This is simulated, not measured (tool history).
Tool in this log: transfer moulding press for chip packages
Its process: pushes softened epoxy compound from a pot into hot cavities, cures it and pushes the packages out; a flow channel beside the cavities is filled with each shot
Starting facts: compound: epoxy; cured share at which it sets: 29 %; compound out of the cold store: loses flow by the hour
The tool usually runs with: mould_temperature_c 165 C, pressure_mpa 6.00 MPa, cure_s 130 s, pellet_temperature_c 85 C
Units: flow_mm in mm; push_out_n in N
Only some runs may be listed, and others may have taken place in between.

| run | day | mould_temperature_c | pressure_mpa | cure_s | pellet_temperature_c | incoming compound's hours out of the cold store | flow_mm | push_out_n |
|---|---|---|---|---|---|---|---|---|
| 1 | 0.000 | 165 | 6.00 | 130 | 85 | 46.2 | 621 | 511 |
| 2 | 0.217 | 165 | 6.00 | 130 | 85 | 33.4 | 659 | 516 |
| 3 | 0.488 | 165 | 6.00 | 130 | 85 | 10.4 | 725 | 553 |
| 4 | 0.892 | 165 | 6.00 | 130 | 85 | 12.1 | 713 | 600 |
| 5 | 1.254 | 165 | 6.00 | 130 | 85 | 41.0 | 636 | 633 |
| 6 | 1.625 | 165 | 6.00 | 130 | 85 | 12.0 | 728 | 666 |
| 7 | 1.825 | 165 | 6.00 | 130 | 85 | 24.8 | 677 | 649 |
| 8 | 2.071 | 172 | 6.00 | 130 | 85 | 46.4 | 603 | 644 |
| 9 | 2.500 | 165 | 6.00 | 134 | 85 | 16.3 | 704 | 672 |
| 10 | 2.750 | 165 | 6.00 | 134 | 85 | 31.0 | 656 | 698 |
| 11 | 3.179 | 165 | 6.00 | 134 | 85 | 38.7 | 633 | 715 |
|  | 3.267 | cavities cleaned with cleaning compound and waxed |
| 12 | 3.588 | 165 | 6.00 | 134 | 85 | 20.8 | 686 | 500 |
| 13 | 3.788 | 165 | 6.00 | 134 | 85 | 30.6 | 654 | 533 |
| 14 | 3.992 | 165 | 6.00 | 113 | 85 | 26.6 | 670 | 621 |
| 15 | 4.242 | 165 | 6.00 | 113 | 85 | 15.7 | 694 | 674 |
| 16 | 4.429 | 165 | 7.03 | 130 | 87 | 40.1 | 685 | 590 |
| 17 | 4.788 | 165 | 7.03 | 137 | 87 | 34.9 | 695 | 591 |
| 18 | 5.192 | 165 | 5.86 | 136 | 95 | 38.2 | 622 | 613 |
| 19 | 5.462 | 160 | 5.86 | 136 | 76 | 42.5 | 630 | 730 |
| 20 | 5.667 | 165 | 5.86 | 136 | 76 | 44.9 | 617 | 662 |
| 21 | 6.058 | 165 | 5.86 | 136 | 76 | 12.6 | 698 | 689 |
|  | 6.262 | plunger's sealing rings changed |
| 22 | 6.608 | 163 | 6.37 | 119 | 91 | 39.4 | 688 | 798 |
| 23 | 6.812 | 167 | 5.09 | 119 | 91 | 28.9 | 625 | 730 |
|  | 6.979 | cavities cleaned with cleaning compound and waxed |
| 24 | 7.129 | 167 | 5.09 | 119 | 91 | 46.9 | 583 | 479 |
| 25 | 7.412 | 167 | 5.09 | 119 | 91 | 23.9 | 636 | 526 |
| 26 | 7.688 | 168 | 4.65 | 119 | 77 | 11.3 | 644 | 556 |
| 27 | 7.929 | 165 | 6.49 | 115 | 82 | 43.9 | 673 | 636 |
| 28 | 8.271 | 165 | 6.49 | 162 | 82 | 44.9 | 667 | 565 |

Here are 5 independent what-if runs from the current tool condition. What would each one return?
| A | 8.617 | 165 | 5.61 | 125 | 85 | 19.1 | ? | ? |
| B | 8.617 | 169 | 6.00 | 132 | 76 | 47.4 | ? | ? |
| C | 8.617 | 165 | 6.49 | 145 | 95 | 13.8 | ? | ? |
| D | 8.617 | 165 | 6.38 | 131 | 86 | 28.7 | ? | ? |
| E | 8.617 | 168 | 5.07 | 130 | 85 | 40.7 | ? | ? |

| run | flow_mm | push_out_n |
|---|---|---|
| A | 688 | 613 |
| B | 624 | 582 |
| C | 757 | 583 |
| D | 708 | 595 |
| E | 593 | 601 |
With the hidden condition removed and each run's random variation left untouched, the same runs would have given:
| run | flow_mm | push_out_n |
|---|---|---|
| A | 696 | 476 |
| B | 630 | 445 |
| C | 765 | 448 |
| D | 715 | 460 |
| E | 599 | 463 |
